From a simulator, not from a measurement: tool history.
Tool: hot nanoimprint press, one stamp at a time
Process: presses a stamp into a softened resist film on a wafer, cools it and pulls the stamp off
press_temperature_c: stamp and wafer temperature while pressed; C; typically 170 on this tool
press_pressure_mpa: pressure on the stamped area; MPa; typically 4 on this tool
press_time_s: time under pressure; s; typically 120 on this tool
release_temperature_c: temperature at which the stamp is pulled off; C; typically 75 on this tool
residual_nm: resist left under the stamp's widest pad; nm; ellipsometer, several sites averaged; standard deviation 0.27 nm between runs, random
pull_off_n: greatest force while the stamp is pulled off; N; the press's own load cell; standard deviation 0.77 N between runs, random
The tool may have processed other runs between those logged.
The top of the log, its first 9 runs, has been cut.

| run | day | press_temperature_c | press_pressure_mpa | press_time_s | release_temperature_c | hours of work since the thermocouple was calibrated | imprints on the stamp's release coat | hours of work since the press's seals were changed | residual_nm | pull_off_n |
|---|---|---|---|---|---|---|---|---|---|---|
| 10 | 2.383 | 170 | 4 | 120 | 75 | 68 | 398 | 95 | 96.9 | 196.4 |
| 11 | 2.667 | 170 | 4 | 120 | 75 | 73 | 413 | 100 | 97.6 | 197.3 |
| 12 | 2.912 | 170 | 4 | 120 | 75 | 76 | 426 | 103 | 97.3 | 196.8 |
| 13 | 3.083 | 170 | 4 | 82 | 75 | 79 | 436 | 106 | 112.9 | 197.4 |
| 14 | 3.358 | 170 | 4 | 120 | 75 | 83 | 450 | 110 | 97 | 198.5 |
| 15 | 3.575 | 170 | 4 | 120 | 75 | 86 | 462 | 113 | 97.6 | 198.3 |
| 16 | 3.958 | 178 | 4 | 120 | 75 | 92 | 483 | 119 | 75.2 | 198.6 |
| 17 | 4.204 | 170 | 4 | 192 | 71 | 96 | 496 | 123 | 79.7 | 209.4 |
| 18 | 4.371 | 170 | 4 | 109 | 69 | 98 | 505 | 125 | 101.5 | 214.1 |
| 19 | 4.733 | 170 | 4 | 179 | 75 | 104 | 524 | 131 | 82.5 | 197.9 |
| 20 | 4.979 | 170 | 2.94 | 107 | 75 | 107 | 537 | 134 | 116.5 | 199.4 |
| 21 | 5.317 | 170 | 2.94 | 107 | 75 | 113 | 555 | 139 | 116.9 | 199.6 |
| 22 | 5.608 | 170 | 4 | 64 | 75 | 117 | 571 | 144 | 123.8 | 199.9 |
| 23 | 5.912 | 173 | 4 | 164 | 75 | 122 | 588 | 148 | 76.9 | 200.1 |
| 24 | 6.104 | 173 | 4 | 164 | 75 | 124 | 598 | 151 | 77 | 201.6 |
| 25 | 6.317 | 177 | 4.51 | 119 | 77 | 128 | 609 | 155 | 73.4 | 194 |
| 26 | 6.696 | 170 | 4 | 120 | 66 | 133 | 630 | 160 | 96.9 | 226.5 |
| 27 | 6.95 | 170 | 4 | 239 | 75 | 137 | 643 | 164 | 72.7 | 200.9 |
| 28 | 7.125 | 170 | 4 | 239 | 75 | 140 | 653 | 167 | 72 | 202.8 |
| 29 | 7.408 | 170 | 4 | 120 | 66 | 144 | 668 | 171 | 96.5 | 225.5 |
|  | 7.808 | stamp cleaned and given a new release coat |
| 30 | 8.017 | 170 | 4 | 120 | 66 | 149 | 11 | 176 | 96.2 | 209.5 |
| 31 | 8.35 | 170 | 3.01 | 120 | 75 | 154 | 29 | 181 | 109 | 186 |

Below are 3 alternative next runs, each starting from the tool's condition after run 31. Predict each:
| A | 8.554 | 170 | 3.17 | 120 | 63 | 157 | 40 | 184 | ? | ? |
| B | 8.554 | 170 | 4.68 | 70 | 75 | 157 | 40 | 184 | ? | ? |
| C | 8.554 | 177 | 3.01 | 146 | 75 | 157 | 40 | 184 | ? | ? |

| run | residual_nm | pull_off_n |
|---|---|---|
| A | 106.8 | 218.3 |
| B | 111.2 | 187.7 |
| C | 81.1 | 188.6 |
Without the tool's hidden state the same runs would have given:
| run | residual_nm | pull_off_n |
|---|---|---|
| A | 108.2 | 218.7 |
| B | 112.4 | 188.3 |
| C | 82.2 | 189.2 |
